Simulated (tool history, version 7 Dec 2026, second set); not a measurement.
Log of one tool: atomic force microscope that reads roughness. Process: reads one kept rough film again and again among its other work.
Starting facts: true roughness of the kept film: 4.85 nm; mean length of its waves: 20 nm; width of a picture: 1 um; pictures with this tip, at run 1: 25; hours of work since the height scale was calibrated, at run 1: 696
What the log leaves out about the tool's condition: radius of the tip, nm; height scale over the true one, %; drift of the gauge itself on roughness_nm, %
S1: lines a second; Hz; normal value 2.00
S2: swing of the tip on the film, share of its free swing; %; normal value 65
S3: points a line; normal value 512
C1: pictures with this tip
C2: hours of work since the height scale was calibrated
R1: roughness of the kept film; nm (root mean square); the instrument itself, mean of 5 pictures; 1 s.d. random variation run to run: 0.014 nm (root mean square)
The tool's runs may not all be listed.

{"run": 1, "hour": 0.0, "S1": 2.0, "S2": 65, "S3": 512, "C1": 25, "C2": 696, "R1": 3.167}
{"run": 2, "hour": 40.2, "S1": 2.0, "S2": 65, "S3": 512, "C1": 99, "C2": 728, "R1": 2.854}
{"run": 3, "hour": 106.5, "S1": 2.0, "S2": 65, "S3": 512, "C1": 222, "C2": 781, "R1": 2.436}
{"hour": 122.8, "done": "new tip fitted"}
{"run": 4, "hour": 164.6, "S1": 2.0, "S2": 65, "S3": 661, "C1": 77, "C2": 827, "R1": 2.897}
{"run": 5, "hour": 217.6, "S1": 2.0, "S2": 65, "S3": 661, "C1": 175, "C2": 869, "R1": 2.541}
{"hour": 222.0, "done": "height scale calibrated on a step standard"}
{"hour": 260.5, "done": "new tip fitted"}
{"run": 6, "hour": 277.2, "S1": 2.0, "S2": 65, "S3": 268, "C1": 30, "C2": 44, "R1": 3.062}
{"run": 7, "hour": 326.0, "S1": 0.79, "S2": 65, "S3": 512, "C1": 121, "C2": 83, "R1": 2.893}
{"hour": 343.7, "done": "height scale calibrated on a step standard, once more"}
{"hour": 395.9, "done": "new tip fitted"}
{"run": 8, "hour": 395.9, "S1": 0.79, "S2": 65, "S3": 512, "C1": 0, "C2": 41, "R1": 3.451}
{"run": 9, "hour": 439.0, "S1": 0.79, "S2": 65, "S3": 512, "C1": 79, "C2": 76, "R1": 3.039}
{"run": 10, "hour": 509.5, "S1": 0.79, "S2": 65, "S3": 512, "C1": 210, "C2": 132, "R1": 2.56}
{"hour": 533.1, "done": "new tip fitted"}
{"run": 11, "hour": 559.3, "S1": 0.79, "S2": 65, "S3": 512, "C1": 49, "C2": 171, "R1": 3.238}
{"run": 12, "hour": 601.7, "S1": 0.79, "S2": 65, "S3": 512, "C1": 127, "C2": 205, "R1": 2.906}
{"hour": 669.4, "done": "new tip fitted"}
{"run": 13, "hour": 672.3, "S1": 0.79, "S2": 65, "S3": 512, "C1": 6, "C2": 261, "R1": 3.441}
{"run": 14, "hour": 721.1, "S1": 0.79, "S2": 65, "S3": 512, "C1": 96, "C2": 300, "R1": 2.989}
{"run": 15, "hour": 753.5, "S1": 0.79, "S2": 65, "S3": 512, "C1": 156, "C2": 326, "R1": 2.763}
{"hour": 801.8, "done": "new tip fitted"}
{"run": 16, "hour": 807.5, "S1": 2.71, "S2": 64, "S3": 595, "C1": 10, "C2": 369, "R1": 3.167}
{"run": 17, "hour": 846.5, "S1": 2.93, "S2": 77, "S3": 595, "C1": 82, "C2": 400, "R1": 2.553}
{"run": 18, "hour": 877.7, "S1": 0.93, "S2": 78, "S3": 335, "C1": 140, "C2": 425, "R1": 2.685}
{"run": 19, "hour": 928.0, "S1": 0.7, "S2": 65, "S3": 512, "C1": 233, "C2": 465, "R1": 2.529}

What if the next run were any one of these 3? Each begins from the tool's condition after run 19:
{"hour": 934.3, "done": "new tip fitted"}
{"run": "A", "hour": 959.2, "S1": 1.4, "S2": 65, "S3": 320, "C1": 46, "C2": 490, "R1": "?"}
{"hour": 934.3, "done": "new tip fitted"}
{"run": "B", "hour": 959.2, "S1": 3.63, "S2": 89, "S3": 777, "C1": 46, "C2": 490, "R1": "?"}
{"hour": 934.3, "done": "new tip fitted"}
{"run": "C", "hour": 959.2, "S1": 0.7, "S2": 65, "S3": 375, "C1": 46, "C2": 490, "R1": "?"}

run=A R1=3.080
run=B R1=2.146
run=C R1=3.162
Take away the tool's hidden state, keep each run's random variation, and the runs would have read:
run=A R1=3.350
run=B R1=2.334
run=C R1=3.440
